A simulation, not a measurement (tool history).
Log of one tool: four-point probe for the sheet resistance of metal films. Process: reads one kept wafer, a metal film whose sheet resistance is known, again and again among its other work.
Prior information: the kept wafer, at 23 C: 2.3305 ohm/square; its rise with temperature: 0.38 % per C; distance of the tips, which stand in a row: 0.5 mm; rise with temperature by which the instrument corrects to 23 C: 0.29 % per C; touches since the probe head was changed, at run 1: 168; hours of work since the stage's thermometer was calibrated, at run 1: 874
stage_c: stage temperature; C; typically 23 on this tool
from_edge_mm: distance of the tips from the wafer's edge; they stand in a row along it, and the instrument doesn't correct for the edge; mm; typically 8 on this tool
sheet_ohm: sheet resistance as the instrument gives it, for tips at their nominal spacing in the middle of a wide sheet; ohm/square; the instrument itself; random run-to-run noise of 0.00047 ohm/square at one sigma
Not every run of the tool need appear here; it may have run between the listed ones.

run,hour,stage_c,from_edge_mm,touches since the probe head was changed,hours of work since the stage's thermometer was calibrated,sheet_ohm
1,0.0,23,8,168,874,2.326668
2,57.4,23,8,1137,916,2.327391
3,97.6,23,43,1816,945,2.322813
4,152.1,23,8,2735,985,2.328363
5,187.3,23,8,3328,1011,2.328317
6,235.9,23,8,4149,1046,2.328228
7,278.0,23,30,4859,1077,2.324637
8,313.5,23,30,5458,1103,2.324965
9,356.5,29,8,6183,1134,2.341809
10,417.0,23,8,7205,1179,2.329780
11,465.0,23,46,8014,1214,2.325382
12,527.3,23,12,9066,1259,2.327825
13,577.1,23,12,9906,1296,2.328936
14,633.2,23,12,10852,1336,2.328845
15,664.4,23,12,11379,1359,2.329936
16,717.6,23,12,12276,1398,2.329557
17,767.5,23,12,13118,1435,2.329671
18,820.5,23,8,14013,1473,2.334031
19,860.6,23,8,14689,1503,2.334029
20,920.4,23,8,15699,1546,2.334080
21,945.4,23,3,16121,1565,2.363487
22,988.3,23,3,16845,1596,2.363994
23,1024.4,23,3,17453,1622,2.365144
24,1061.2,23,3,18074,1649,2.365165
25,1114.4,23,3,18971,1688,2.365245
26,1168.5,23,18,19886,1728,2.331837
27,1225.9,25,54,20854,1770,2.335805
28,1276.3,25,54,21705,1806,2.336272
29,1328.8,29,6,22590,1845,2.353920
30,1379.6,29,6,23447,1882,2.353629
31,1417.4,21,7,24085,1910,2.335052
32,1451.1,23,10,24653,1934,2.336836
33,1477.0,23,10,25090,1953,2.336525
34,1516.6,33,47,25758,1982,2.353758
35,1548.6,20,6,26299,2005,2.336945
36,1577.4,29,58,26784,2026,2.346316
37,1614.2,20,41,27406,2053,2.329273
38,1652.3,20,8,28049,2081,2.333594
39,1683.1,25,8,28568,2104,2.344181
40,1713.0,20,3,29072,2125,2.363705
41,1746.8,20,3,29642,2150,2.364731
42,1804.7,20,3,30620,2193,2.365104

Measured less the same run without the tool's hidden state. The same run-to-run variation is in both; the gauge's scatter may not be:
The hidden state here: inner tips' distance over the nominal, %; tips' flats over new ones', %; wafer's true temperature over the reading, C; drift of the gauge itself on sheet_ohm, %.
run,sheet_ohm
1,-0.008557
2,-0.008096
3,-0.007788
4,-0.007356
5,-0.007064
6,-0.006664
7,-0.006318
8,-0.006045
9,-0.005763
10,-0.005234
11,-0.004815
12,-0.004302
13,-0.003895
14,-0.003438
15,-0.003198
16,-0.002802
17,-0.002399
18,-0.002006
19,-0.001698
20,-0.001209
21,-0.001018
22,-0.000676
23,-0.000394
24,-0.000098
25,+0.000322
26,+0.000748
27,+0.001185
28,+0.001598
29,+0.001995
30,+0.002397
31,+0.002772
32,+0.003012
33,+0.003215
34,+0.003429
35,+0.003795
36,+0.003938
37,+0.004295
38,+0.004632
39,+0.004837
40,+0.005150
41,+0.005428
42,+0.005896
